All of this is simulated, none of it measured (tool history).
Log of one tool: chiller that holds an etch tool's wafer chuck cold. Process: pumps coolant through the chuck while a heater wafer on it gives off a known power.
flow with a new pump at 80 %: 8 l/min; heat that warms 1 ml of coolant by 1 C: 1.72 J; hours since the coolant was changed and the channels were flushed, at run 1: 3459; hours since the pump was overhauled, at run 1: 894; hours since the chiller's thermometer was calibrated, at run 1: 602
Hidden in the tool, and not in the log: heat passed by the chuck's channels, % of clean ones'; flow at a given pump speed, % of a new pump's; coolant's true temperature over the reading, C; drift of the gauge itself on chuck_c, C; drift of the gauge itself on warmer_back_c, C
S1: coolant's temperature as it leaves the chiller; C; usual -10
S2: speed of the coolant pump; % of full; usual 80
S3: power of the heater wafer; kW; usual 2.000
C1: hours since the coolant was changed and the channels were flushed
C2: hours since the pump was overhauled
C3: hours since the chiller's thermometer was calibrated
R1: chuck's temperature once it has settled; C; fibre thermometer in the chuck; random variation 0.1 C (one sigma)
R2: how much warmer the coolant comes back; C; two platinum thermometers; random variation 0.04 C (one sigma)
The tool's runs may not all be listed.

run 1 day=0.000 | S1=-10 S2=80 S3=2.000 | C1=3459 C2=894 C3=602 | R1=6.3 R2=8.89
run 2 day=1.358 | S1=-10 S2=80 S3=2.000 | C1=3491 C2=927 C3=635 | R1=6.5 R2=8.92
run 3 day=3.142 | S1=-10 S2=100 S3=2.000 | C1=3534 C2=970 C3=677 | R1=3.9 R2=7.01
run 4 day=5.246 | S1=-19 S2=100 S3=2.000 | C1=3585 C2=1020 C3=728 | R1=-5.0 R2=7.02
run 5 day=7.150 | S1=-10 S2=80 S3=2.000 | C1=3630 C2=1066 C3=774 | R1=6.7 R2=8.87
run 6 day=8.400 | S1=-10 S2=80 S3=2.000 | C1=3660 C2=1096 C3=804 | R1=6.7 R2=8.92
run 7 day=9.888 | S1=-10 S2=80 S3=2.000 | C1=3696 C2=1132 C3=839 | R1=6.5 R2=8.80
run 8 day=12.421 | S1=-10 S2=80 S3=2.000 | C1=3757 C2=1193 C3=900 | R1=6.7 R2=8.89
run 9 day=14.433 | S1=-10 S2=80 S3=2.000 | C1=3805 C2=1241 C3=948 | R1=6.6 R2=8.91
run 10 day=16.158 | S1=-10 S2=80 S3=2.000 | C1=3847 C2=1282 C3=990 | R1=6.6 R2=8.90
run 11 day=17.558 | S1=-10 S2=80 S3=2.000 | C1=3880 C2=1316 C3=1023 | R1=6.9 R2=8.89
-- day=17.750 chiller's thermometer calibrated
-- day=18.708 coolant changed, channels flushed
run 12 day=19.312 | S1=-18 S2=78 S3=1.089 | C1=15 C2=1351 C3=31 | R1=-9.0 R2=5.03
run 13 day=21.621 | S1=0 S2=64 S3=2.189 | C1=70 C2=1406 C3=87 | R1=20.7 R2=12.31
run 14 day=23.696 | S1=-3 S2=72 S3=2.232 | C1=120 C2=1456 C3=137 | R1=16.3 R2=11.12
run 15 day=25.617 | S1=-10 S2=95 S3=2.338 | C1=166 C2=1502 C3=183 | R1=5.9 R2=8.82
run 16 day=27.000 | S1=0 S2=80 S3=1.484 | C1=199 C2=1536 C3=216 | R1=11.9 R2=6.63
run 17 day=29.250 | S1=0 S2=80 S3=1.484 | C1=253 C2=1590 C3=270 | R1=11.9 R2=6.66
run 18 day=32.058 | S1=-3 S2=80 S3=1.989 | C1=320 C2=1657 C3=337 | R1=12.9 R2=8.89
-- day=32.362 chiller's thermometer calibrated, once more
run 19 day=34.371 | S1=-19 S2=80 S3=1.558 | C1=375 C2=1711 C3=48 | R1=-6.7 R2=7.03

How the hidden state differs across the entries between the runs, from the last listed run before each to the first after it:
Between runs 11 and 12: chiller's thermometer calibrated (day 17.750); coolant changed, channels flushed (day 18.708)
  heat passed by the chuck's channels, % of clean ones': 89.6 -> 99.4; flow at a given pump speed, % of a new pump's: 97.7 -> 97.6; coolant's true temperature over the reading, C: 0.17 -> 0.25
  measured less the result without the state, R1: +1.6 -> +0.4 C; R2: +0.20 -> +0.11 C
Between runs 18 and 19: chiller's thermometer calibrated, once more (day 32.362)
  heat passed by the chuck's channels, % of clean ones': 98.6 -> 98.5; flow at a given pump speed, % of a new pump's: 97.3 -> 97.2; coolant's true temperature over the reading, C: 0.29 -> 0.01
  measured less the result without the state, R1: +0.7 -> +0.4 C; R2: +0.23 -> +0.20 C
